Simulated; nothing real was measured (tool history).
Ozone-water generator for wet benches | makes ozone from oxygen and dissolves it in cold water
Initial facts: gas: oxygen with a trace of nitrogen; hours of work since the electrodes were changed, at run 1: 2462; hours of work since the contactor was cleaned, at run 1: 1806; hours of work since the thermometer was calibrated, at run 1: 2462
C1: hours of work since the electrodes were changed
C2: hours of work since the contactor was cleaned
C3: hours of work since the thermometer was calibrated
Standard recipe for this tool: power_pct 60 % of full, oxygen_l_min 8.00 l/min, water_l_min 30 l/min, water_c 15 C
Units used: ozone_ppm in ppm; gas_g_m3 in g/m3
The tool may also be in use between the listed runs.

{"run": 1, "hour": 0.0, "power_pct": 60, "oxygen_l_min": 8.0, "water_l_min": 30, "water_c": 15, "C1": 2462, "C2": 1806, "C3": 2462, "ozone_ppm": 16.4, "gas_g_m3": 132.8}
{"run": 2, "hour": 177.6, "power_pct": 60, "oxygen_l_min": 8.0, "water_l_min": 30, "water_c": 15, "C1": 2635, "C2": 1979, "C3": 2635, "ozone_ppm": 16.5, "gas_g_m3": 131.7}
{"run": 3, "hour": 328.8, "power_pct": 60, "oxygen_l_min": 8.0, "water_l_min": 30, "water_c": 15, "C1": 2782, "C2": 2126, "C3": 2782, "ozone_ppm": 16.6, "gas_g_m3": 134.2}
{"run": 4, "hour": 433.1, "power_pct": 60, "oxygen_l_min": 8.0, "water_l_min": 30, "water_c": 15, "C1": 2884, "C2": 2228, "C3": 2884, "ozone_ppm": 16.6, "gas_g_m3": 133.9}
{"run": 5, "hour": 575.7, "power_pct": 60, "oxygen_l_min": 8.0, "water_l_min": 30, "water_c": 15, "C1": 3023, "C2": 2367, "C3": 3023, "ozone_ppm": 16.5, "gas_g_m3": 133.5}
{"run": 6, "hour": 746.8, "power_pct": 60, "oxygen_l_min": 8.0, "water_l_min": 30, "water_c": 15, "C1": 3190, "C2": 2534, "C3": 3190, "ozone_ppm": 16.6, "gas_g_m3": 133.5}
{"run": 7, "hour": 877.3, "power_pct": 60, "oxygen_l_min": 8.0, "water_l_min": 31, "water_c": 15, "C1": 3317, "C2": 2661, "C3": 3317, "ozone_ppm": 16.0, "gas_g_m3": 133.6}
{"run": 8, "hour": 1030.1, "power_pct": 60, "oxygen_l_min": 8.0, "water_l_min": 30, "water_c": 15, "C1": 3466, "C2": 2810, "C3": 3466, "ozone_ppm": 16.4, "gas_g_m3": 134.0}
{"run": 9, "hour": 1155.6, "power_pct": 60, "oxygen_l_min": 8.0, "water_l_min": 30, "water_c": 15, "C1": 3588, "C2": 2932, "C3": 3588, "ozone_ppm": 16.4, "gas_g_m3": 131.7}
{"run": 10, "hour": 1323.1, "power_pct": 60, "oxygen_l_min": 8.0, "water_l_min": 30, "water_c": 15, "C1": 3751, "C2": 3095, "C3": 3751, "ozone_ppm": 16.6, "gas_g_m3": 133.0}
{"run": 11, "hour": 1493.0, "power_pct": 60, "oxygen_l_min": 8.0, "water_l_min": 30, "water_c": 15, "C1": 3917, "C2": 3261, "C3": 3917, "ozone_ppm": 16.3, "gas_g_m3": 132.5}
{"hour": 1516.7, "done": "contactor cleaned"}
{"run": 12, "hour": 1596.2, "power_pct": 60, "oxygen_l_min": 8.0, "water_l_min": 30, "water_c": 15, "C1": 4014, "C2": 77, "C3": 4014, "ozone_ppm": 16.6, "gas_g_m3": 133.5}
{"run": 13, "hour": 1777.8, "power_pct": 48, "oxygen_l_min": 8.0, "water_l_min": 30, "water_c": 15, "C1": 4191, "C2": 254, "C3": 4191, "ozone_ppm": 13.9, "gas_g_m3": 114.2}
{"run": 14, "hour": 1986.7, "power_pct": 95, "oxygen_l_min": 8.0, "water_l_min": 30, "water_c": 15, "C1": 4394, "C2": 458, "C3": 4394, "ozone_ppm": 23.4, "gas_g_m3": 190.4}
{"run": 15, "hour": 2161.5, "power_pct": 60, "oxygen_l_min": 8.0, "water_l_min": 30, "water_c": 15, "C1": 4565, "C2": 628, "C3": 4565, "ozone_ppm": 16.4, "gas_g_m3": 132.9}
{"run": 16, "hour": 2315.3, "power_pct": 60, "oxygen_l_min": 8.0, "water_l_min": 30, "water_c": 15, "C1": 4714, "C2": 778, "C3": 4714, "ozone_ppm": 16.7, "gas_g_m3": 134.0}
{"hour": 2367.7, "done": "water thermometer calibrated"}
{"run": 17, "hour": 2509.7, "power_pct": 49, "oxygen_l_min": 8.0, "water_l_min": 27, "water_c": 15, "C1": 4903, "C2": 967, "C3": 138, "ozone_ppm": 15.3, "gas_g_m3": 115.4}
{"run": 18, "hour": 2713.0, "power_pct": 71, "oxygen_l_min": 11.63, "water_l_min": 27, "water_c": 21, "C1": 5102, "C2": 1165, "C3": 337, "ozone_ppm": 19.2, "gas_g_m3": 132.9}
{"run": 19, "hour": 2802.5, "power_pct": 85, "oxygen_l_min": 8.0, "water_l_min": 30, "water_c": 8, "C1": 5189, "C2": 1253, "C3": 424, "ozone_ppm": 23.3, "gas_g_m3": 172.9}
{"run": 20, "hour": 2991.0, "power_pct": 60, "oxygen_l_min": 7.77, "water_l_min": 30, "water_c": 15, "C1": 5372, "C2": 1436, "C3": 608, "ozone_ppm": 16.0, "gas_g_m3": 134.3}
{"run": 21, "hour": 3111.1, "power_pct": 75, "oxygen_l_min": 4.53, "water_l_min": 45, "water_c": 8, "C1": 5490, "C2": 1553, "C3": 725, "ozone_ppm": 11.9, "gas_g_m3": 190.6}
{"run": 22, "hour": 3249.5, "power_pct": 83, "oxygen_l_min": 11.69, "water_l_min": 45, "water_c": 16, "C1": 5624, "C2": 1688, "C3": 859, "ozone_ppm": 16.8, "gas_g_m3": 149.8}
{"run": 23, "hour": 3358.0, "power_pct": 60, "oxygen_l_min": 8.0, "water_l_min": 26, "water_c": 13, "C1": 5730, "C2": 1794, "C3": 965, "ozone_ppm": 18.7, "gas_g_m3": 133.9}
{"run": 24, "hour": 3465.3, "power_pct": 60, "oxygen_l_min": 8.0, "water_l_min": 26, "water_c": 13, "C1": 5835, "C2": 1899, "C3": 1070, "ozone_ppm": 18.6, "gas_g_m3": 133.7}
{"run": 25, "hour": 3667.1, "power_pct": 60, "oxygen_l_min": 8.0, "water_l_min": 26, "water_c": 13, "C1": 6031, "C2": 2095, "C3": 1266, "ozone_ppm": 18.8, "gas_g_m3": 132.4}
{"run": 26, "hour": 3784.1, "power_pct": 45, "oxygen_l_min": 4.48, "water_l_min": 44, "water_c": 15, "C1": 6145, "C2": 2209, "C3": 1380, "ozone_ppm": 7.8, "gas_g_m3": 130.3}
{"run": 27, "hour": 3982.8, "power_pct": 66, "oxygen_l_min": 6.61, "water_l_min": 23, "water_c": 16, "C1": 6339, "C2": 2403, "C3": 1574, "ozone_ppm": 19.9, "gas_g_m3": 152.6}
{"run": 28, "hour": 4085.0, "power_pct": 66, "oxygen_l_min": 6.61, "water_l_min": 23, "water_c": 16, "C1": 6439, "C2": 2503, "C3": 1674, "ozone_ppm": 20.2, "gas_g_m3": 154.3}
{"run": 29, "hour": 4256.8, "power_pct": 60, "oxygen_l_min": 8.0, "water_l_min": 44, "water_c": 15, "C1": 6606, "C2": 2670, "C3": 1841, "ozone_ppm": 12.4, "gas_g_m3": 131.3}
{"run": 30, "hour": 4380.8, "power_pct": 66, "oxygen_l_min": 8.0, "water_l_min": 44, "water_c": 21, "C1": 6727, "C2": 2791, "C3": 1962, "ozone_ppm": 12.3, "gas_g_m3": 143.7}
{"run": 31, "hour": 4514.1, "power_pct": 74, "oxygen_l_min": 8.0, "water_l_min": 31, "water_c": 18, "C1": 6857, "C2": 2921, "C3": 2092, "ozone_ppm": 18.1, "gas_g_m3": 156.5}
{"run": 32, "hour": 4616.7, "power_pct": 98, "oxygen_l_min": 6.95, "water_l_min": 30, "water_c": 14, "C1": 6957, "C2": 3021, "C3": 2192, "ozone_ppm": 23.5, "gas_g_m3": 203.4}

Branching from run 32: 5 alternative next runs. What would each branch give?
{"run": "A", "hour": 4828.4, "power_pct": 98, "oxygen_l_min": 5.95, "water_l_min": 33, "water_c": 14, "C1": 7163, "C2": 3227, "C3": 2398, "ozone_ppm": "?", "gas_g_m3": "?"}
{"run": "B", "hour": 4828.4, "power_pct": 56, "oxygen_l_min": 11.71, "water_l_min": 30, "water_c": 15, "C1": 7163, "C2": 3227, "C3": 2398, "ozone_ppm": "?", "gas_g_m3": "?"}
{"run": "C", "hour": 4828.4, "power_pct": 45, "oxygen_l_min": 12.02, "water_l_min": 27, "water_c": 15, "C1": 7163, "C2": 3227, "C3": 2398, "ozone_ppm": "?", "gas_g_m3": "?"}
{"run": "D", "hour": 4828.4, "power_pct": 98, "oxygen_l_min": 6.95, "water_l_min": 30, "water_c": 9, "C1": 7163, "C2": 3227, "C3": 2398, "ozone_ppm": "?", "gas_g_m3": "?"}
{"run": "E", "hour": 4828.4, "power_pct": 83, "oxygen_l_min": 8.17, "water_l_min": 30, "water_c": 11, "C1": 7163, "C2": 3227, "C3": 2398, "ozone_ppm": "?", "gas_g_m3": "?"}

run=A ozone_ppm=20.4 gas_g_m3=215.0
run=B ozone_ppm=16.4 gas_g_m3=110.0
run=C ozone_ppm=15.3 gas_g_m3=92.8
run=D ozone_ppm=24.7 gas_g_m3=203.3
run=E ozone_ppm=22.3 gas_g_m3=168.1
With the hidden condition removed and each run's random variation left untouched, the same runs would have given:
run=A ozone_ppm=20.5 gas_g_m3=215.6
run=B ozone_ppm=16.4 gas_g_m3=110.2
run=C ozone_ppm=15.3 gas_g_m3=92.9
run=D ozone_ppm=24.7 gas_g_m3=203.8
run=E ozone_ppm=22.4 gas_g_m3=168.5

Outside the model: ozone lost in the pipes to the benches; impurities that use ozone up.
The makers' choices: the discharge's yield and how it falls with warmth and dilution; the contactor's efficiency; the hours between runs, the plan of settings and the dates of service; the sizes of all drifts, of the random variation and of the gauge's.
